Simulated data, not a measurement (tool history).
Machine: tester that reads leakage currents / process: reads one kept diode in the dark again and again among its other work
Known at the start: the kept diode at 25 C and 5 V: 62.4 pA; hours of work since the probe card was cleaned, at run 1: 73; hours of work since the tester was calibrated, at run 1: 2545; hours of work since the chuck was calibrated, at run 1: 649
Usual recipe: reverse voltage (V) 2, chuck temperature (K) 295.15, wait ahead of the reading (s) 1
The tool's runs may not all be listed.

| run | day | reverse voltage (V) | chuck temperature (K) | wait ahead of the reading (s) | hours of work since the probe card was cleaned | hours of work since the tester was calibrated | hours of work since the chuck was calibrated | current that the tester gives (pA) |
|---|---|---|---|---|---|---|---|---|
| 1 | 0 | 2 | 295.15 | 1 | 73 | 2545 | 649 | 31.65 |
| 2 | 4.792 | 2 | 295.15 | 1 | 145 | 2616 | 720 | 31.97 |
| 3 | 6.783 | 2 | 299.15 | 1 | 174 | 2646 | 750 | 44.81 |
| 4 | 9.371 | 1.8 | 295.15 | 1 | 213 | 2685 | 788 | 30.2 |
| 5 | 13.267 | 1.8 | 295.15 | 1 | 271 | 2743 | 847 | 30.09 |
| 6 | 15.9 | 2 | 314.15 | 1 | 310 | 2782 | 886 | 151.74 |
| 7 | 19.217 | 2 | 314.15 | 1 | 360 | 2832 | 935 | 151.27 |
| 8 | 23.479 | 2 | 314.15 | 1 | 423 | 2895 | 999 | 151.61 |
| 9 | 26.733 | 9.35 | 314.15 | 1 | 472 | 2944 | 1048 | 318.49 |
|  | 28.467 | tester calibrated |
| 10 | 29.592 | 9.35 | 314.15 | 1 | 513 | 17 | 1089 | 321 |
| 11 | 32.379 | 9.35 | 314.15 | 1 | 555 | 58 | 1131 | 321.28 |
| 12 | 35.329 | 2 | 295.15 | 1 | 599 | 102 | 1175 | 32.52 |
| 13 | 39.042 | 2 | 295.15 | 1 | 654 | 158 | 1230 | 32.52 |
| 14 | 42.812 | 2 | 295.15 | 1 | 711 | 214 | 1286 | 32.65 |
| 15 | 46.283 | 2 | 295.15 | 9.39 | 762 | 266 | 1338 | 31.8 |
| 16 | 49.05 | 2 | 295.15 | 1.36 | 804 | 307 | 1379 | 32.67 |
|  | 49.467 | chuck's temperature calibrated |
| 17 | 51.588 | 2 | 299.15 | 1.36 | 840 | 344 | 32 | 45.09 |
| 18 | 56.154 | 2 | 299.15 | 1.36 | 908 | 412 | 100 | 44.92 |
| 19 | 61.075 | 2 | 299.15 | 1.36 | 982 | 485 | 173 | 45.05 |
|  | 64.917 | chuck's temperature calibrated, once more |
| 20 | 65.504 | 2 | 299.15 | 1.36 | 1047 | 550 | 9 | 46.3 |
| 21 | 70.425 | 11.91 | 299.15 | 2.66 | 1120 | 624 | 82 | 116.64 |
| 22 | 73.167 | 2.36 | 297.15 | 1 | 1161 | 664 | 123 | 43.48 |
| 23 | 77.442 | 2.36 | 297.15 | 1 | 1225 | 728 | 187 | 42.99 |
| 24 | 81.962 | 16.98 | 294.15 | 1.91 | 1292 | 796 | 254 | 100.95 |
| 25 | 83.958 | 16.98 | 294.15 | 1.91 | 1322 | 825 | 284 | 100.9 |
| 26 | 86.188 | 16.98 | 322.15 | 5.18 | 1355 | 859 | 317 | 788.8 |
| 27 | 88.975 | 1.5 | 301.15 | 0.41 | 1397 | 900 | 359 | 48.59 |
| 28 | 91.812 | 3.19 | 308.15 | 1 | 1439 | 943 | 401 | 121.33 |
| 29 | 96.442 | 12.71 | 295.15 | 4.19 | 1508 | 1012 | 470 | 91.72 |
| 30 | 98.983 | 12.71 | 295.15 | 4.19 | 1546 | 1050 | 508 | 92.31 |
| 31 | 102.379 | 9.12 | 293.15 | 7.2 | 1597 | 1100 | 559 | 66.28 |
| 32 | 106.938 | 1.89 | 299.15 | 1.57 | 1665 | 1168 | 627 | 45.24 |
| 33 | 111.792 | 1 | 300.15 | 1 | 1737 | 1241 | 699 | 35.89 |
| 34 | 116.054 | 1.4 | 295.15 | 1.15 | 1801 | 1304 | 763 | 28.29 |
| 35 | 120.696 | 4.86 | 321.15 | 1.21 | 1870 | 1374 | 832 | 398.39 |
| 36 | 124.892 | 4.86 | 321.15 | 1.21 | 1933 | 1436 | 895 | 399.78 |
| 37 | 128.975 | 4.86 | 321.15 | 1.21 | 1994 | 1497 | 956 | 397.94 |
| 38 | 133.642 | 4.86 | 321.15 | 1.21 | 2063 | 1567 | 1025 | 398.57 |
| 39 | 136.233 | 9.28 | 295.15 | 1 | 2102 | 1605 | 1064 | 83.02 |

Below are 4 alternative next runs, each starting from the tool's condition after run 39. Predict each:
| A | 140.121 | 3.17 | 295.15 | 4.78 | 2160 | 1663 | 1122 | ? |
| B | 140.121 | 1.41 | 294.15 | 1 | 2160 | 1663 | 1122 | ? |
| C | 140.121 | 5.22 | 304.15 | 1.85 | 2160 | 1663 | 1122 | ? |
| D | 140.121 | 9.28 | 304.15 | 0.43 | 2160 | 1663 | 1122 | ? |

| run | current that the tester gives (pA) |
|---|---|
| A | 43.77 |
| B | 26.46 |
| C | 114.3 |
| D | 162.1 |
What these runs would have given with no unlogged condition in the tool:
| run | current that the tester gives (pA) |
|---|---|
| A | 38.97 |
| B | 24.59 |
| C | 107.78 |
| D | 148.8 |
